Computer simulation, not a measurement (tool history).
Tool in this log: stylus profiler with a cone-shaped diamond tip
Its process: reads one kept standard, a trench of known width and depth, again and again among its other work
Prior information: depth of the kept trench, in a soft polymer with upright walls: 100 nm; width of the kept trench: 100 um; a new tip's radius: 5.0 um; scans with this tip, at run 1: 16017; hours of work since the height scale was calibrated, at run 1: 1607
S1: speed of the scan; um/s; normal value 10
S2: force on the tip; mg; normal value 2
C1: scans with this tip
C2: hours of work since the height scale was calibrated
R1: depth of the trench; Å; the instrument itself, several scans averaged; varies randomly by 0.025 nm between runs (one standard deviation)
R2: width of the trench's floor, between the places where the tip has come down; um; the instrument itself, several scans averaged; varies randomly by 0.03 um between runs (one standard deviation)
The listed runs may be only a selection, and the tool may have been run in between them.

| run | day | S1 | S2 | C1 | C2 | R1 | R2 |
|---|---|---|---|---|---|---|---|
| 1 | 0 | 10 | 2 | 16017 | 1607 | 1016.2 | 96.99 |
| 2 | 1.346 | 10 | 2 | 16177 | 1623 | 1016.9 | 96.98 |
| 3 | 2.154 | 10 | 2 | 16272 | 1632 | 1016.7 | 97 |
| 4 | 3.321 | 10 | 2.32 | 16411 | 1646 | 1018.1 | 97.01 |
| 5 | 4.083 | 10 | 2.32 | 16501 | 1655 | 1018.1 | 96.93 |
|  | 4.304 | new tip fitted, height scale calibrated |
| 6 | 4.762 | 3 | 2 | 55 | 5 | 1013.2 | 98 |
|  | 4.85 | height scale calibrated on a step standard |
| 7 | 6.162 | 3 | 2 | 217 | 16 | 1013.1 | 97.94 |
| 8 | 7.479 | 3 | 2 | 373 | 31 | 1013.5 | 97.94 |
| 9 | 8.3 | 10 | 2 | 471 | 41 | 1013.4 | 97.87 |
| 10 | 8.95 | 10 | 1.13 | 548 | 49 | 1008.9 | 97.91 |
| 11 | 9.592 | 10 | 1.13 | 624 | 56 | 1009.2 | 97.81 |
| 12 | 10.317 | 10 | 2 | 710 | 65 | 1013.2 | 97.9 |
|  | 10.896 | height scale calibrated on a step standard, once more |
| 13 | 11.021 | 10 | 2 | 791 | 1 | 1013.1 | 97.86 |

The next listed run, before its measurement:
| 14 | 11.9 | 10 | 2 | 895 | 12 | ? | ? |

Run 14 measured R1 1013.3 Å, R2 97.87 um.
If the tool had no hidden condition, the same run with the same run-to-run variation would have returned R1 1013.2 Å, R2 97.95 um.
